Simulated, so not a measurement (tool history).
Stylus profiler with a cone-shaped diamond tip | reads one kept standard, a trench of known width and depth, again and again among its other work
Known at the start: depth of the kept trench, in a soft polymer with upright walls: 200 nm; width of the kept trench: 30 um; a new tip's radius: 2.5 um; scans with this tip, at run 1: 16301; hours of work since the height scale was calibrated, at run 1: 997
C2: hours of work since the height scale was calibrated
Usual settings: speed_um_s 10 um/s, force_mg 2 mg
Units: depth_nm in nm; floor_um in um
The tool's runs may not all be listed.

run 1 hour=0 | speed_um_s=10 force_mg=2 | scans_with_this_tip=16301 C2=997 | depth_nm=203.41 floor_um=27.52
run 2 hour=66 | speed_um_s=10 force_mg=2 | scans_with_this_tip=16589 C2=1036 | depth_nm=203.43 floor_um=27.56
run 3 hour=137.4 | speed_um_s=10 force_mg=4.8 | scans_with_this_tip=16900 C2=1079 | depth_nm=205.62 floor_um=27.56
run 4 hour=217.8 | speed_um_s=10 force_mg=2 | scans_with_this_tip=17251 C2=1128 | depth_nm=203.48 floor_um=27.5
-- hour=279.8 height scale calibrated on a step standard
run 5 hour=328.6 | speed_um_s=12 force_mg=2 | scans_with_this_tip=17732 C2=29 | depth_nm=202.62 floor_um=27.46
run 6 hour=445.8 | speed_um_s=12 force_mg=2 | scans_with_this_tip=18244 C2=100 | depth_nm=202.64 floor_um=27.45
run 7 hour=550.1 | speed_um_s=10 force_mg=1.36 | scans_with_this_tip=18698 C2=162 | depth_nm=202.05 floor_um=27.4
run 8 hour=645.5 | speed_um_s=10 force_mg=2 | scans_with_this_tip=19114 C2=220 | depth_nm=202.68 floor_um=27.43
run 9 hour=742.7 | speed_um_s=10 force_mg=2 | scans_with_this_tip=19538 C2=278 | depth_nm=202.69 floor_um=27.42
run 10 hour=816 | speed_um_s=10 force_mg=2 | scans_with_this_tip=19858 C2=322 | depth_nm=202.76 floor_um=27.44
run 11 hour=890.8 | speed_um_s=10 force_mg=2 | scans_with_this_tip=20184 C2=367 | depth_nm=202.87 floor_um=27.41
run 12 hour=941 | speed_um_s=10 force_mg=3.16 | scans_with_this_tip=20403 C2=397 | depth_nm=203.78 floor_um=27.47
run 13 hour=1037.8 | speed_um_s=10 force_mg=2.52 | scans_with_this_tip=20825 C2=455 | depth_nm=203.31 floor_um=27.42
run 14 hour=1157.2 | speed_um_s=10 force_mg=2.52 | scans_with_this_tip=21346 C2=527 | depth_nm=203.38 floor_um=27.41
run 15 hour=1276.5 | speed_um_s=10 force_mg=2 | scans_with_this_tip=21866 C2=599 | depth_nm=203.09 floor_um=27.4
run 16 hour=1392.4 | speed_um_s=9 force_mg=3.99 | scans_with_this_tip=22372 C2=668 | depth_nm=204.65 floor_um=27.42
run 17 hour=1472 | speed_um_s=9 force_mg=3.99 | scans_with_this_tip=22719 C2=716 | depth_nm=204.78 floor_um=27.38
run 18 hour=1571.6 | speed_um_s=33 force_mg=5.82 | scans_with_this_tip=23153 C2=776 | depth_nm=205.96 floor_um=27.33
run 19 hour=1652.7 | speed_um_s=33 force_mg=5.82 | scans_with_this_tip=23506 C2=824 | depth_nm=206.01 floor_um=27.3
run 20 hour=1745.9 | speed_um_s=2 force_mg=1.02 | scans_with_this_tip=23913 C2=880 | depth_nm=202.36 floor_um=27.33
run 21 hour=1826.9 | speed_um_s=10 force_mg=3.41 | scans_with_this_tip=24266 C2=929 | depth_nm=204.55 floor_um=27.33
run 22 hour=1921.2 | speed_um_s=4 force_mg=4.09 | scans_with_this_tip=24677 C2=986 | depth_nm=205.04 floor_um=27.38
run 23 hour=2035.3 | speed_um_s=4 force_mg=4.09 | scans_with_this_tip=25175 C2=1054 | depth_nm=205.11 floor_um=27.37
run 24 hour=2140.6 | speed_um_s=4 force_mg=4.09 | scans_with_this_tip=25634 C2=1117 | depth_nm=205.31 floor_um=27.29
run 25 hour=2198.7 | speed_um_s=27 force_mg=4.63 | scans_with_this_tip=25888 C2=1152 | depth_nm=205.74 floor_um=27.23
-- hour=2219 height scale calibrated on a step standard
run 26 hour=2280 | speed_um_s=2 force_mg=1.86 | scans_with_this_tip=26240 C2=37 | depth_nm=202.49 floor_um=27.31

Some steps in depth_nm between neighbouring runs. How much of each would the tool show without its hidden state too (settings, what came in, random variation), and how much is left for the hidden state, with any gauge scatter that isn't in both results?
The hidden state here: radius of the tip, um; height scale over the true one, %; drift of the gauge itself on depth_nm, %; drift of the gauge itself on floor_um, %.
Run 4 -> 5: speed_um_s 10 -> 12, height scale calibrated on a step standard. depth_nm -0.86 nm: hidden state -1.03, all else +0.17.
Run 19 -> 20: speed_um_s 33 -> 2, force_mg 5.82 -> 1.02. depth_nm -3.65 nm: hidden state +0.04, all else -3.69.
Run 25 -> 26: speed_um_s 27 -> 2, force_mg 4.63 -> 1.86, height scale calibrated on a step standard. depth_nm -3.25 nm: hidden state -0.94, all else -2.31.

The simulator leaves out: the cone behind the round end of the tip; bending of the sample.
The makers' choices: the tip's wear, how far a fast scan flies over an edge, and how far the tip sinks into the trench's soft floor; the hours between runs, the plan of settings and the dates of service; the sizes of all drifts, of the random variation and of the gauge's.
